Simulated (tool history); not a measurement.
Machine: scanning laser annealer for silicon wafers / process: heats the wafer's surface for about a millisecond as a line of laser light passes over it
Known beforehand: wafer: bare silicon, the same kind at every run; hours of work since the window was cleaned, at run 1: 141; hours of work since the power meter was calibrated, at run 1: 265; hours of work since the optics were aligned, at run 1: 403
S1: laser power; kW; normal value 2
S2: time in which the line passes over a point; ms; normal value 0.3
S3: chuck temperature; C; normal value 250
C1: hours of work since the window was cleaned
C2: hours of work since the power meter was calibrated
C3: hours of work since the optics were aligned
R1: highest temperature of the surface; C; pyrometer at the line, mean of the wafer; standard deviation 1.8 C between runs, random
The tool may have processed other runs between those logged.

run 1 day=0 | S1=2 S2=0.3 S3=250 | C1=141 C2=265 C3=403 | R1=1060
run 2 day=0.479 | S1=2 S2=0.3 S3=250 | C1=147 C2=272 C3=410 | R1=1061
run 3 day=0.992 | S1=2 S2=0.3 S3=250 | C1=154 C2=279 C3=417 | R1=1059
run 4 day=1.554 | S1=2 S2=0.3 S3=250 | C1=162 C2=287 C3=425 | R1=1060
run 5 day=1.996 | S1=1.864 S2=0.3 S3=250 | C1=169 C2=293 C3=431 | R1=998
run 6 day=2.425 | S1=1.864 S2=0.3 S3=250 | C1=174 C2=299 C3=437 | R1=1001
run 7 day=2.983 | S1=2 S2=0.3 S3=250 | C1=182 C2=307 C3=445 | R1=1059
run 8 day=3.25 | S1=2 S2=0.3 S3=223 | C1=186 C2=311 C3=448 | R1=1030
run 9 day=3.604 | S1=2 S2=0.3 S3=223 | C1=191 C2=316 C3=453 | R1=1033
run 10 day=4.108 | S1=2 S2=0.3 S3=223 | C1=198 C2=323 C3=460 | R1=1026
run 11 day=4.558 | S1=2 S2=0.3 S3=223 | C1=204 C2=329 C3=467 | R1=1030
run 12 day=5.046 | S1=1.937 S2=0.3 S3=250 | C1=211 C2=336 C3=474 | R1=1029
run 13 day=5.6 | S1=2.155 S2=0.296 S3=288 | C1=219 C2=343 C3=481 | R1=1156
run 14 day=5.996 | S1=2.155 S2=0.308 S3=288 | C1=224 C2=349 C3=487 | R1=1179
run 15 day=6.433 | S1=2 S2=0.235 S3=226 | C1=230 C2=355 C3=493 | R1=924
run 16 day=6.925 | S1=2.17 S2=0.249 S3=274 | C1=237 C2=362 C3=500 | R1=1067
run 17 day=7.475 | S1=2.046 S2=0.249 S3=270 | C1=245 C2=370 C3=507 | R1=1007
run 18 day=7.871 | S1=1.771 S2=0.255 S3=287 | C1=250 C2=375 C3=513 | R1=921
run 19 day=8.342 | S1=2.177 S2=0.314 S3=221 | C1=257 C2=382 C3=519 | R1=1127
run 20 day=8.833 | S1=1.973 S2=0.267 S3=229 | C1=264 C2=388 C3=526 | R1=966
run 21 day=9.383 | S1=2.15 S2=0.225 S3=218 | C1=272 C2=396 C3=534 | R1=950
run 22 day=9.908 | S1=2.007 S2=0.29 S3=272 | C1=279 C2=403 C3=541 | R1=1063
run 23 day=10.167 | S1=1.923 S2=0.29 S3=264 | C1=282 C2=407 C3=545 | R1=1020

Selected run-to-run steps in R1, each split into two signed amounts: the part the tool would show with no hidden state at all (from settings, incoming material and random variation), and the remainder, which goes to the hidden state together with any gauge scatter not common to the measured and the hidden-state-free results:
Unlogged tool condition in this case: light that passes the window, % of a clean one's; laser's true power over the reading, %; width of the line over the set one, %; drift of the gauge itself on peak_c, C.
Run 14 -> 15: S1 2.155 -> 2, S2 0.308 -> 0.235, S3 288 -> 226. R1 -255 C: hidden state +5, all else -260.
Run 18 -> 19: S1 1.771 -> 2.177, S2 0.255 -> 0.314, S3 287 -> 221. R1 +206 C: hidden state -8, all else +214.
